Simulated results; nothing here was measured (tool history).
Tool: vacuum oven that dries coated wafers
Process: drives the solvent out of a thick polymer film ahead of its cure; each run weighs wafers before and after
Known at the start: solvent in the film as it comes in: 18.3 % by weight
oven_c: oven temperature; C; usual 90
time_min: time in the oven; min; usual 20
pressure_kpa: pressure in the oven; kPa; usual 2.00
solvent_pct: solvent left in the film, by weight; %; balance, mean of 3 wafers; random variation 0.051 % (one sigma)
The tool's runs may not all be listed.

{"run": 1, "hour": 0.0, "oven_c": 90, "time_min": 20, "pressure_kpa": 2.0, "solvent_pct": 2.11}
{"run": 2, "hour": 17.8, "oven_c": 90, "time_min": 20, "pressure_kpa": 2.0, "solvent_pct": 2.19}
{"run": 3, "hour": 46.2, "oven_c": 90, "time_min": 20, "pressure_kpa": 2.0, "solvent_pct": 2.1}
{"run": 4, "hour": 74.6, "oven_c": 90, "time_min": 20, "pressure_kpa": 2.0, "solvent_pct": 2.15}
{"run": 5, "hour": 103.2, "oven_c": 90, "time_min": 20, "pressure_kpa": 2.0, "solvent_pct": 2.22}
{"run": 6, "hour": 123.5, "oven_c": 90, "time_min": 20, "pressure_kpa": 2.0, "solvent_pct": 2.12}
{"run": 7, "hour": 140.3, "oven_c": 90, "time_min": 20, "pressure_kpa": 2.0, "solvent_pct": 2.14}
{"run": 8, "hour": 164.4, "oven_c": 90, "time_min": 20, "pressure_kpa": 2.0, "solvent_pct": 2.24}
{"run": 9, "hour": 187.0, "oven_c": 90, "time_min": 20, "pressure_kpa": 2.0, "solvent_pct": 2.12}
{"run": 10, "hour": 203.4, "oven_c": 91, "time_min": 20, "pressure_kpa": 2.0, "solvent_pct": 1.86}
{"run": 11, "hour": 237.7, "oven_c": 91, "time_min": 20, "pressure_kpa": 2.0, "solvent_pct": 2.12}
{"run": 12, "hour": 266.9, "oven_c": 91, "time_min": 24, "pressure_kpa": 2.0, "solvent_pct": 1.79}
{"run": 13, "hour": 288.8, "oven_c": 91, "time_min": 20, "pressure_kpa": 2.0, "solvent_pct": 2.0}
{"run": 14, "hour": 316.4, "oven_c": 90, "time_min": 20, "pressure_kpa": 2.0, "solvent_pct": 2.09}
{"run": 15, "hour": 341.9, "oven_c": 90, "time_min": 20, "pressure_kpa": 2.0, "solvent_pct": 2.17}
{"run": 16, "hour": 376.8, "oven_c": 90, "time_min": 20, "pressure_kpa": 2.0, "solvent_pct": 2.23}
{"run": 17, "hour": 405.7, "oven_c": 90, "time_min": 20, "pressure_kpa": 2.0, "solvent_pct": 2.28}
{"run": 18, "hour": 440.7, "oven_c": 90, "time_min": 13, "pressure_kpa": 2.0, "solvent_pct": 3.21}
{"run": 19, "hour": 460.2, "oven_c": 90, "time_min": 13, "pressure_kpa": 2.0, "solvent_pct": 3.28}
{"run": 20, "hour": 481.5, "oven_c": 88, "time_min": 20, "pressure_kpa": 2.0, "solvent_pct": 2.6}
{"run": 21, "hour": 511.9, "oven_c": 88, "time_min": 20, "pressure_kpa": 2.0, "solvent_pct": 2.54}
{"run": 22, "hour": 527.0, "oven_c": 90, "time_min": 20, "pressure_kpa": 2.0, "solvent_pct": 2.24}
{"run": 23, "hour": 551.6, "oven_c": 90, "time_min": 20, "pressure_kpa": 2.0, "solvent_pct": 2.39}
{"run": 24, "hour": 571.2, "oven_c": 90, "time_min": 20, "pressure_kpa": 2.0, "solvent_pct": 2.25}
{"run": 25, "hour": 594.9, "oven_c": 90, "time_min": 20, "pressure_kpa": 2.0, "solvent_pct": 2.26}
{"run": 26, "hour": 617.3, "oven_c": 86, "time_min": 15, "pressure_kpa": 2.0, "solvent_pct": 3.89}
{"run": 27, "hour": 653.0, "oven_c": 86, "time_min": 20, "pressure_kpa": 4.07, "solvent_pct": 4.64}
{"run": 28, "hour": 670.1, "oven_c": 90, "time_min": 13, "pressure_kpa": 2.38, "solvent_pct": 3.67}
{"run": 29, "hour": 700.3, "oven_c": 90, "time_min": 13, "pressure_kpa": 2.38, "solvent_pct": 3.62}
{"run": 30, "hour": 716.9, "oven_c": 78, "time_min": 16, "pressure_kpa": 4.92, "solvent_pct": 9.04}
{"run": 31, "hour": 734.0, "oven_c": 78, "time_min": 12, "pressure_kpa": 4.53, "solvent_pct": 9.78}
{"run": 32, "hour": 749.7, "oven_c": 91, "time_min": 15, "pressure_kpa": 4.53, "solvent_pct": 4.5}
{"run": 33, "hour": 785.4, "oven_c": 77, "time_min": 25, "pressure_kpa": 4.53, "solvent_pct": 7.64}
{"run": 34, "hour": 801.2, "oven_c": 89, "time_min": 18, "pressure_kpa": 4.33, "solvent_pct": 4.41}
{"run": 35, "hour": 816.1, "oven_c": 90, "time_min": 22, "pressure_kpa": 3.28, "solvent_pct": 2.99}
{"run": 36, "hour": 847.5, "oven_c": 97, "time_min": 20, "pressure_kpa": 4.08, "solvent_pct": 2.69}
{"run": 37, "hour": 875.2, "oven_c": 97, "time_min": 20, "pressure_kpa": 4.08, "solvent_pct": 2.64}
{"run": 38, "hour": 893.1, "oven_c": 86, "time_min": 14, "pressure_kpa": 4.96, "solvent_pct": 6.55}
{"run": 39, "hour": 918.0, "oven_c": 103, "time_min": 20, "pressure_kpa": 2.0, "solvent_pct": 1.18}
{"run": 40, "hour": 942.9, "oven_c": 103, "time_min": 20, "pressure_kpa": 2.0, "solvent_pct": 1.15}
{"run": 41, "hour": 971.4, "oven_c": 104, "time_min": 18, "pressure_kpa": 5.84, "solvent_pct": 2.84}
{"run": 42, "hour": 992.2, "oven_c": 90, "time_min": 31, "pressure_kpa": 1.23, "solvent_pct": 1.46}
{"run": 43, "hour": 1019.6, "oven_c": 100, "time_min": 31, "pressure_kpa": 1.23, "solvent_pct": 0.92}
{"run": 44, "hour": 1053.3, "oven_c": 94, "time_min": 17, "pressure_kpa": 2.0, "solvent_pct": 2.02}
{"run": 45, "hour": 1072.0, "oven_c": 76, "time_min": 15, "pressure_kpa": 2.43, "solvent_pct": 7.97}
{"run": 46, "hour": 1099.3, "oven_c": 102, "time_min": 28, "pressure_kpa": 1.98, "solvent_pct": 1.26}
{"run": 47, "hour": 1126.5, "oven_c": 102, "time_min": 28, "pressure_kpa": 1.98, "solvent_pct": 1.24}

Measured less the same run without the tool's hidden state. The same run-to-run variation is in both; the gauge's scatter may not be:
The hidden state here: true wafer temperature over the reading, C; true pressure over the reading, kPa; drift of the gauge itself on solvent_pct, %.
run=1 solvent_pct=+0.23
run=2 solvent_pct=+0.23
run=3 solvent_pct=+0.24
run=4 solvent_pct=+0.25
run=5 solvent_pct=+0.26
run=6 solvent_pct=+0.26
run=7 solvent_pct=+0.26
run=8 solvent_pct=+0.28
run=9 solvent_pct=+0.28
run=10 solvent_pct=+0.27
run=11 solvent_pct=+0.28
run=12 solvent_pct=+0.30
run=13 solvent_pct=+0.31
run=14 solvent_pct=+0.32
run=15 solvent_pct=+0.33
run=16 solvent_pct=+0.34
run=17 solvent_pct=+0.35
run=18 solvent_pct=+0.37
run=19 solvent_pct=+0.37
run=20 solvent_pct=+0.40
run=21 solvent_pct=+0.42
run=22 solvent_pct=+0.38
run=23 solvent_pct=+0.39
run=24 solvent_pct=+0.41
run=25 solvent_pct=+0.40
run=26 solvent_pct=+0.47
run=27 solvent_pct=+0.51
run=28 solvent_pct=+0.44
run=29 solvent_pct=+0.46
run=30 solvent_pct=+0.67
run=31 solvent_pct=+0.61
run=32 solvent_pct=+0.48
run=33 solvent_pct=+0.77
run=34 solvent_pct=+0.53
run=35 solvent_pct=+0.47
run=36 solvent_pct=+0.38
run=37 solvent_pct=+0.38
run=38 solvent_pct=+0.63
run=39 solvent_pct=+0.29
run=40 solvent_pct=+0.29
run=41 solvent_pct=+0.33
run=42 solvent_pct=+0.48
run=43 solvent_pct=+0.33
run=44 solvent_pct=+0.46
run=45 solvent_pct=+0.84
run=46 solvent_pct=+0.33
run=47 solvent_pct=+0.34
